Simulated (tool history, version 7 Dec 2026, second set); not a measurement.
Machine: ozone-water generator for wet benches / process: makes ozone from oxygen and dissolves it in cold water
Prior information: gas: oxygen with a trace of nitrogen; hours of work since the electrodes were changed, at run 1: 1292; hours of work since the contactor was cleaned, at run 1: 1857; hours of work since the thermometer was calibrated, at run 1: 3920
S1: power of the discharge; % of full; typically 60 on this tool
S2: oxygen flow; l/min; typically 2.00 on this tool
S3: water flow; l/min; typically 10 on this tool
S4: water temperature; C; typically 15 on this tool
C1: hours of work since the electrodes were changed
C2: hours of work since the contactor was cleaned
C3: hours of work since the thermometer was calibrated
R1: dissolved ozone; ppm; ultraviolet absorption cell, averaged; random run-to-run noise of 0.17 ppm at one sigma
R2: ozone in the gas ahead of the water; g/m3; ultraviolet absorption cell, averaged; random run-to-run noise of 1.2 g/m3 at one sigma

run 1 hour=0.0 | S1=60 S2=2.00 S3=10 S4=15 | C1=1292 C2=1857 C3=3920 | R1=21.4 R2=204.6
run 2 hour=31.3 | S1=60 S2=2.00 S3=10 S4=15 | C1=1313 C2=1878 C3=3942 | R1=21.5 R2=203.5
run 3 hour=68.3 | S1=60 S2=2.00 S3=10 S4=15 | C1=1339 C2=1904 C3=3967 | R1=21.6 R2=205.2
run 4 hour=104.9 | S1=60 S2=1.23 S3=10 S4=15 | C1=1364 C2=1929 C3=3993 | R1=21.4 R2=283.0
run 5 hour=163.4 | S1=60 S2=1.23 S3=10 S4=15 | C1=1404 C2=1969 C3=4033 | R1=21.6 R2=281.9
run 6 hour=209.0 | S1=60 S2=1.23 S3=10 S4=15 | C1=1436 C2=2001 C3=4064 | R1=21.3 R2=283.9
run 7 hour=243.1 | S1=60 S2=2.00 S3=10 S4=9 | C1=1459 C2=2024 C3=4088 | R1=23.0 R2=205.6
run 8 hour=290.9 | S1=60 S2=2.00 S3=10 S4=15 | C1=1492 C2=2057 C3=4121 | R1=21.7 R2=204.9
run 9 hour=361.0 | S1=60 S2=3.38 S3=10 S4=15 | C1=1540 C2=2105 C3=4169 | R1=20.8 R2=143.5
run 10 hour=411.6 | S1=60 S2=2.00 S3=10 S4=8 | C1=1575 C2=2140 C3=4204 | R1=23.1 R2=204.4
run 11 hour=476.8 | S1=60 S2=2.00 S3=6 S4=15 | C1=1620 C2=2185 C3=4249 | R1=31.0 R2=203.2
-- hour=487.3 contactor cleaned
run 12 hour=529.2 | S1=60 S2=2.00 S3=6 S4=15 | C1=1654 C2=29 C3=4282 | R1=31.4 R2=202.3
run 13 hour=593.9 | S1=60 S2=2.00 S3=6 S4=8 | C1=1698 C2=73 C3=4327 | R1=34.4 R2=202.4
run 14 hour=657.8 | S1=60 S2=2.00 S3=6 S4=8 | C1=1742 C2=118 C3=4371 | R1=34.5 R2=204.1
run 15 hour=720.2 | S1=60 S2=2.00 S3=14 S4=22 | C1=1785 C2=161 C3=4414 | R1=14.7 R2=203.9
run 16 hour=781.7 | S1=60 S2=2.00 S3=7 S4=14 | C1=1828 C2=203 C3=4456 | R1=28.2 R2=203.6
run 17 hour=819.7 | S1=60 S2=2.00 S3=7 S4=14 | C1=1854 C2=229 C3=4482 | R1=28.2 R2=202.9
-- hour=863.1 contactor cleaned, once more
run 18 hour=886.0 | S1=68 S2=3.57 S3=7 S4=14 | C1=1897 C2=16 C3=4525 | R1=28.2 R2=152.6
run 19 hour=929.7 | S1=68 S2=3.57 S3=7 S4=14 | C1=1927 C2=46 C3=4556 | R1=28.1 R2=151.0
run 20 hour=961.5 | S1=96 S2=1.08 S3=10 S4=9 | C1=1949 C2=68 C3=4577 | R1=30.1 R2=420.1
run 21 hour=994.3 | S1=96 S2=1.08 S3=10 S4=9 | C1=1971 C2=90 C3=4600 | R1=29.9 R2=423.4
-- hour=1005.9 water thermometer calibrated
run 22 hour=1051.7 | S1=51 S2=3.10 S3=9 S4=15 | C1=2011 C2=130 C3=32 | R1=19.8 R2=135.8
run 23 hour=1111.2 | S1=82 S2=3.10 S3=9 S4=8 | C1=2052 C2=171 C3=73 | R1=30.6 R2=187.0

Take each entry between the runs: how does the hidden state at the last listed run before it differ from the hidden state at the first listed run after it?
In the gap between runs 11 and 12: contactor cleaned (hour 487.3)
  contactor's efficiency, % of a clean one's: 96.1 -> 93.8; true water temperature over the reading, C: 0.22 -> 0.23
  measured value less the no-hidden-state value, R1: -1.2 -> -1.5 ppm; R2: -5.1 -> -5.2 g/m3
In the gap between runs 17 and 18: contactor cleaned, once more (hour 863.1)
  yield of the discharge, % of new electrodes': 96.9 -> 96.8; contactor's efficiency, % of a clean one's: 93.5 -> 99.8
  measured value less the no-hidden-state value, R1: -1.4 -> -1.0 ppm; R2: -5.8 -> -4.9 g/m3
In the gap between runs 21 and 22: water thermometer calibrated (hour 1005.9)
  contactor's efficiency, % of a clean one's: 99.7 -> 99.6; true water temperature over the reading, C: 0.24 -> -0.14
  measured value less the no-hidden-state value, R1: -1.3 -> -0.5 ppm; R2: -17.6 -> -3.6 g/m3
